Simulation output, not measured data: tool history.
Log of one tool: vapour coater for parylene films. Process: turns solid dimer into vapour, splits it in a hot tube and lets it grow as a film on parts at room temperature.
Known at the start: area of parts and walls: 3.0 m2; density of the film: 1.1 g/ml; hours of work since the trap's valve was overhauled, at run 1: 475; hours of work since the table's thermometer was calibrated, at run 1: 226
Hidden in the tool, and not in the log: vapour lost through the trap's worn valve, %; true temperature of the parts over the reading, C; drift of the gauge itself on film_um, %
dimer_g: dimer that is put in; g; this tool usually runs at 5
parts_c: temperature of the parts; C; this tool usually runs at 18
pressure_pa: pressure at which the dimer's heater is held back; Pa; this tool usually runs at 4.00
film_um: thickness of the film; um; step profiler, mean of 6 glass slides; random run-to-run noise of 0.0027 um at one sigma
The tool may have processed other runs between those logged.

| run | hour | dimer_g | parts_c | pressure_pa | hours of work since the trap's valve was overhauled | hours of work since the table's thermometer was calibrated | film_um |
|---|---|---|---|---|---|---|---|
| 1 | 0.0 | 5 | 18 | 4.00 | 475 | 226 | 0.738 |
| 2 | 53.4 | 5 | 18 | 3.89 | 523 | 273 | 0.738 |
|  | 88.2 | trap's valve overhauled |
| 3 | 96.9 | 5 | 18 | 11.16 | 8 | 308 | 0.607 |
| 4 | 151.6 | 5 | 18 | 11.16 | 56 | 357 | 0.608 |
| 5 | 185.9 | 5 | 18 | 4.00 | 86 | 387 | 0.772 |
| 6 | 229.0 | 5 | 18 | 4.00 | 125 | 425 | 0.766 |
| 7 | 268.4 | 5 | 18 | 4.00 | 159 | 460 | 0.762 |
| 8 | 324.5 | 5 | 18 | 4.00 | 209 | 509 | 0.764 |
| 9 | 375.7 | 5 | 20 | 4.00 | 254 | 555 | 0.694 |
| 10 | 435.1 | 5 | 18 | 4.00 | 307 | 607 | 0.763 |
| 11 | 478.1 | 5 | 18 | 4.00 | 345 | 645 | 0.762 |
| 12 | 528.5 | 5 | 18 | 4.00 | 389 | 690 | 0.758 |
| 13 | 581.7 | 5 | 18 | 4.00 | 436 | 737 | 0.756 |
| 14 | 619.9 | 5 | 16 | 4.00 | 470 | 771 | 0.826 |
| 15 | 669.5 | 5 | 16 | 6.15 | 514 | 814 | 0.750 |
|  | 715.7 | trap's valve overhauled |
| 16 | 719.4 | 5 | 28 | 6.15 | 3 | 855 | 0.440 |
| 17 | 757.5 | 5 | 18 | 2.69 | 37 | 889 | 0.870 |
| 18 | 813.7 | 2 | 17 | 2.69 | 87 | 938 | 0.365 |
| 19 | 858.4 | 3 | 18 | 4.00 | 126 | 978 | 0.473 |
|  | 890.9 | table's thermometer calibrated |
| 20 | 907.3 | 5 | 28 | 4.00 | 168 | 14 | 0.460 |
| 21 | 959.3 | 2 | 25 | 4.00 | 215 | 60 | 0.216 |
| 22 | 1018.1 | 2 | 17 | 4.00 | 266 | 112 | 0.318 |
| 23 | 1066.3 | 2 | 17 | 4.00 | 309 | 155 | 0.314 |
| 24 | 1120.8 | 4 | 13 | 6.54 | 357 | 203 | 0.681 |
| 25 | 1165.6 | 7 | 18 | 4.00 | 397 | 243 | 1.042 |
| 26 | 1206.0 | 7 | 18 | 5.97 | 433 | 279 | 0.949 |
| 27 | 1261.9 | 4 | 11 | 3.32 | 482 | 328 | 0.871 |
| 28 | 1326.2 | 3 | 18 | 3.54 | 539 | 385 | 0.460 |
|  | 1344.3 | trap's valve overhauled |
| 29 | 1376.9 | 6 | 10 | 11.66 | 29 | 426 | 1.077 |
| 30 | 1412.3 | 6 | 17 | 7.13 | 60 | 457 | 0.854 |

What if the next run were any one of these 3? Each begins from the tool's condition after run 30:
| A | 1477.4 | 7 | 18 | 4.00 | 118 | 515 | ? |
| B | 1477.4 | 6 | 15 | 7.13 | 118 | 515 | ? |
| C | 1477.4 | 4 | 14 | 7.13 | 118 | 515 | ? |

| run | film_um |
|---|---|
| A | 1.084 |
| B | 0.943 |
| C | 0.657 |
With no hidden state in the tool, these same runs would have given:
| run | film_um |
|---|---|
| A | 1.071 |
| B | 0.931 |
| C | 0.649 |
